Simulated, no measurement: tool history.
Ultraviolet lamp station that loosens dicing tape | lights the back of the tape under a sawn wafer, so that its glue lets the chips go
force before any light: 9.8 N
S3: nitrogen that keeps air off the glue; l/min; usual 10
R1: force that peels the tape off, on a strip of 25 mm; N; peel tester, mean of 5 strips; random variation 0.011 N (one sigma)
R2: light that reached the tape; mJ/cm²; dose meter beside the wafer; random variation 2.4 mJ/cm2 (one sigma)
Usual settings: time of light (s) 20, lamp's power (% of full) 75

run 1 hour=0 | time_of_light_(s)=20 lamp's_power_(%_of_full)=75 S3=10 | R1=0.663 R2=245
run 2 hour=33.1 | time_of_light_(s)=20 lamp's_power_(%_of_full)=75 S3=10 | R1=0.72 R2=234
-- hour=56.9 window cleaned of glue's vapour
run 3 hour=56.9 | time_of_light_(s)=20 lamp's_power_(%_of_full)=75 S3=10 | R1=0.535 R2=262
run 4 hour=77.3 | time_of_light_(s)=10 lamp's_power_(%_of_full)=75 S3=10 | R1=2.191 R2=128
run 5 hour=104.3 | time_of_light_(s)=10 lamp's_power_(%_of_full)=75 S3=10 | R1=2.242 R2=129
run 6 hour=135.3 | time_of_light_(s)=10 lamp's_power_(%_of_full)=75 S3=10 | R1=2.198 R2=129
run 7 hour=182.5 | time_of_light_(s)=20 lamp's_power_(%_of_full)=75 S3=5 | R1=1.046 R2=257
run 8 hour=220.7 | time_of_light_(s)=18 lamp's_power_(%_of_full)=84 S3=7 | R1=0.803 R2=258
run 9 hour=269.6 | time_of_light_(s)=18 lamp's_power_(%_of_full)=84 S3=7 | R1=0.814 R2=252
run 10 hour=293.7 | time_of_light_(s)=18 lamp's_power_(%_of_full)=84 S3=18 | R1=0.394 R2=250
run 11 hour=327.6 | time_of_light_(s)=36 lamp's_power_(%_of_full)=84 S3=18 | R1=0.119 R2=500

Run 12 comes next. What will it give?
run 12 hour=357 | time_of_light_(s)=36 lamp's_power_(%_of_full)=84 S3=18 | R1=? R2=?

{"run 12": {"R1": 0.12, "R2": 491}}
Without the tool's hidden state the same run would have given R1 0.114 N, R2 545 mJ/cm².
